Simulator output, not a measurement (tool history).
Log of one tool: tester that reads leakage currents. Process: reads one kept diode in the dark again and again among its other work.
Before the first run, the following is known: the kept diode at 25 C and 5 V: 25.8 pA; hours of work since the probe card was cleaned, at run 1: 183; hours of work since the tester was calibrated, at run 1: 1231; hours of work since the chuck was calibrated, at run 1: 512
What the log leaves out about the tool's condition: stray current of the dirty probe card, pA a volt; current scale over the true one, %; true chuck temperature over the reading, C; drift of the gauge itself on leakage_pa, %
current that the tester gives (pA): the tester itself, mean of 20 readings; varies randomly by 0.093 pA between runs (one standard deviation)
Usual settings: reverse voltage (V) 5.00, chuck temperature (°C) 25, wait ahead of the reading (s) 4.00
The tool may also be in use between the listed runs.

run	day	reverse voltage (V)	chuck temperature (°C)	wait ahead of the reading (s)	hours of work since the probe card was cleaned	hours of work since the tester was calibrated	hours of work since the chuck was calibrated	current that the tester gives (pA)
1	0.000	5.00	25	4.00	183	1231	512	25.76
2	2.171	5.00	25	4.00	205	1253	533	25.89
3	4.029	5.00	25	4.00	223	1271	552	25.93
4	6.117	5.00	25	4.00	244	1292	572	25.92
5	8.183	5.00	25	4.00	264	1312	593	25.89
6	10.962	5.00	25	4.00	292	1340	620	26.07
7	12.938	5.00	25	4.00	311	1359	640	26.06
8	14.254	2.66	25	4.00	325	1372	653	20.84
9	16.521	5.00	25	4.00	347	1395	675	26.29
10	18.092	5.00	25	4.00	363	1410	691	26.22
11	19.829	5.00	25	4.00	380	1427	708	26.20
12	21.575	5.00	25	4.00	397	1445	726	26.37
13	22.912	5.00	25	4.00	410	1458	739	26.21
14	24.333	5.00	27	4.00	424	1472	753	31.11
15	27.367	5.00	25	4.00	454	1502	783	26.27
16	30.192	5.00	25	4.00	482	1530	811	26.65
17	33.250	5.00	25	4.00	513	1560	841	26.47
18	35.758	5.00	25	4.71	538	1585	866	26.20
19	38.708	5.00	25	4.71	567	1614	895	26.51
20	41.192	5.00	25	4.71	591	1639	920	26.70
21	43.246	5.39	52	4.63	612	1659	940	240.99
22	45.129	1.12	51	1.44	630	1678	959	136.87
23	48.258	1.59	25	4.00	661	1709	990	17.47
24	51.325	1.59	25	0.31	692	1739	1020	18.99
25	53.825	1.09	57	4.00	717	1764	1045	211.32
26	55.662	5.00	25	4.00	735	1782	1063	26.86
27	58.667	14.88	25	0.48	764	1812	1093	52.54
28	61.775	14.88	25	0.48	795	1843	1124	52.84
29	63.233	1.33	25	1.42	810	1857	1138	16.54
30	65.829	1.33	31	9.83	835	1883	1164	27.38
31	67.700	7.93	21	4.00	854	1902	1182	24.90
32	69.762	1.84	21	1.19	874	1922	1203	13.51
33	72.838	1.84	22	6.79	905	1953	1233	14.23
34	75.542	13.83	25	0.30	932	1979	1260	57.72
35	76.996	13.83	25	0.30	946	1994	1275	57.56
36	78.892	13.83	25	0.30	965	2013	1293	57.59
37	80.742	13.83	25	0.30	983	2031	1312	58.02
38	83.704	5.00	25	7.18	1012	2060	1341	27.35
39	86.350	5.00	40	0.53	1039	2086	1367	92.55

Branching from run 39: 3 alternative next runs. What would each branch give?
A	88.475	5.00	59	4.00	1060	2107	1388	?
B	88.475	5.00	31	0.53	1060	2107	1388	?
C	88.475	5.00	25	0.66	1060	2107	1388	?

run	current that the tester gives (pA)
A	387.66
B	46.88
C	29.76
With the hidden condition removed and each run's random variation left untouched, the same runs would have given:
run	current that the tester gives (pA)
A	426.56
B	47.61
C	28.36
